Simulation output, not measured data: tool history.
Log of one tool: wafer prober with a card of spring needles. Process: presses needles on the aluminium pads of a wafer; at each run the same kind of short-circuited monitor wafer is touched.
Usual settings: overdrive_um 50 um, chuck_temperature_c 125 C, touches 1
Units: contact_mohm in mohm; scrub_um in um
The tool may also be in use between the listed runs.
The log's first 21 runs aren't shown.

run   hour  overdrive_um  chuck_temperature_c  touches  touches since the tips were cleaned  cleanings since the card got new needles  touches since the first contact's height was set  contact_mohm  scrub_um
     404.4  -- tips cleaned on abrasive film
 22  412.0            50                   26        2                                 2436                                        44                                             32070           157      8.17
     428.0  -- tips cleaned on abrasive film
 23  433.7            61                  125        1                                 1816                                        45                                             39053           165     10.04
     451.0  -- tips cleaned on abrasive film
 24  456.8            35                   63        1                                 1863                                        46                                             46500           226      5.67
     474.2  -- tips cleaned on abrasive film
 25  479.0            35                   63        1                                 1573                                        47                                             53652           221      5.63
 26  491.6            35                   63        1                                 5639                                        47                                             57718           295      5.70
     497.3  -- tips cleaned on abrasive film
 27  514.3            42                   57        3                                 5487                                        48                                             65028           169      6.77
     520.3  -- tips cleaned on abrasive film
 28  536.2            39                   70        1                                 5150                                        49                                             72079           262      6.25
     543.4  -- tips cleaned on abrasive film
 29  556.8            63                   49        1                                 4324                                        50                                             78694           172     10.20
     559.1  -- height of the first contact set anew
     567.7  -- tips cleaned on abrasive film
 30  572.9            50                  115        1                                 1661                                        51                                              4409           174      8.21

Run 31 comes next. What will it give?
 31  588.9            50                  115        1                                 6836                                        51                                              9584             ?         ?

Run 31 gave contact_mohm 210 mohm, scrub_um 8.24 um.
Without the tool's hidden state the same run would have given contact_mohm 125 mohm, scrub_um 8.27 um.
